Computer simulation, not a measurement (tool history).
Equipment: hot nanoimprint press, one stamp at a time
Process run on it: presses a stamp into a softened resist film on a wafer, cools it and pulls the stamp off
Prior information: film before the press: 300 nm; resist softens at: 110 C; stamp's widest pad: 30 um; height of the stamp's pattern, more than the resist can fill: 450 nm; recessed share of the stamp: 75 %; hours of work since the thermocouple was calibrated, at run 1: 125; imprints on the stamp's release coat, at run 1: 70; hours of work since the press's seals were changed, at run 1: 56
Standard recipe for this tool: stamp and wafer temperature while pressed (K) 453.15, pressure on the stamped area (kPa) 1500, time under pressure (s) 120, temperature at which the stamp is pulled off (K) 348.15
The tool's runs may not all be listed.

run,hour,stamp and wafer temperature while pressed (K),pressure on the stamped area (kPa),time under pressure (s),temperature at which the stamp is pulled off (K),hours of work since the thermocouple was calibrated,imprints on the stamp's release coat,hours of work since the press's seals were changed,resist left under the stamp's widest pad (Å),greatest force while the stamp is pulled off (N)
1,0.0,453.15,1500,120,348.15,125,70,56,1192,189
2,18.9,453.15,1500,120,348.15,135,132,65,1192,191
3,35.1,453.15,1500,120,350.15,143,184,73,1191,182
4,54.6,453.15,1500,120,350.15,153,248,83,1188,186
5,64.8,453.15,1500,120,350.15,158,281,88,1187,185
6,79.1,453.15,1500,120,342.15,165,328,95,1189,203
7,98.1,453.15,1500,120,342.15,174,389,105,1182,205
8,118.6,453.15,1500,120,350.15,185,456,115,1182,183
9,137.8,453.15,1500,120,350.15,194,519,124,1179,184
10,156.9,453.15,1500,120,350.15,204,581,134,1171,186
11,170.8,453.15,1500,120,351.15,211,626,141,1175,185
12,182.1,465.15,1500,120,351.15,216,662,146,807,184
13,192.2,465.15,1500,120,351.15,221,696,151,809,181
14,202.3,465.15,1500,120,351.15,226,728,156,808,183
15,218.4,453.15,1500,120,354.15,234,781,164,1173,178
16,231.5,453.15,1500,166,341.15,241,823,171,1026,206
17,245.1,453.15,1500,166,341.15,248,867,178,1019,206
# hour 246.9: gauge calibrated
# hour 256.9: stamp cleaned and given a new release coat
18,273.5,453.15,1900,87,335.15,259,55,189,1219,221
19,291.4,453.15,1900,87,335.15,268,113,198,1210,218
20,315.3,453.15,1500,120,338.15,280,190,210,1188,213
21,336.7,453.15,1500,120,338.15,290,260,220,1186,210
# hour 353.2: plate thermocouple calibrated
22,353.3,453.15,1630,152,338.15,0,304,227,1032,213
23,371.4,453.15,1500,120,349.15,9,363,236,1181,188
24,388.8,453.15,2320,96,349.15,18,420,245,1061,188
25,411.5,453.15,2320,96,349.15,29,494,256,1052,188
26,427.9,458.15,2320,192,352.15,37,547,264,657,180
27,441.8,458.15,2320,192,352.15,44,592,271,656,179
28,452.4,453.15,1500,69,348.15,49,627,277,1446,189

Some steps in resist left under the stamp's widest pad (Å) between neighbouring runs. How much of each would the tool show without its hidden state too (settings, what came in, random variation), and how much is left for the hidden state, with any gauge scatter that isn't in both results?
The hidden state here: true temperature over the reading, C; pressure that arrives at the usual setting, %; grip of the stamp's worn release coat, % over a new coat's; drift of the gauge itself on residual_nm, %; drift of the gauge itself on pull_off_n, %.
Run 17 -> 18: pressure on the stamped area (kPa) 1500 -> 1900, time under pressure (s) 166 -> 87, temperature at which the stamp is pulled off (K) 341.15 -> 335.15, gauge calibrated, stamp cleaned and given a new release coat. resist left under the stamp's widest pad (Å) +200: hidden state +23, all else +177.
Run 25 -> 26: stamp and wafer temperature while pressed (K) 453.15 -> 458.15, time under pressure (s) 96 -> 192, temperature at which the stamp is pulled off (K) 349.15 -> 352.15. resist left under the stamp's widest pad (Å) -395: hidden state +5, all else -400.
Run 27 -> 28: stamp and wafer temperature while pressed (K) 458.15 -> 453.15, pressure on the stamped area (kPa) 2320 -> 1500, time under pressure (s) 192 -> 69, temperature at which the stamp is pulled off (K) 352.15 -> 348.15. resist left under the stamp's widest pad (Å) +790: hidden state -16, all else +806.

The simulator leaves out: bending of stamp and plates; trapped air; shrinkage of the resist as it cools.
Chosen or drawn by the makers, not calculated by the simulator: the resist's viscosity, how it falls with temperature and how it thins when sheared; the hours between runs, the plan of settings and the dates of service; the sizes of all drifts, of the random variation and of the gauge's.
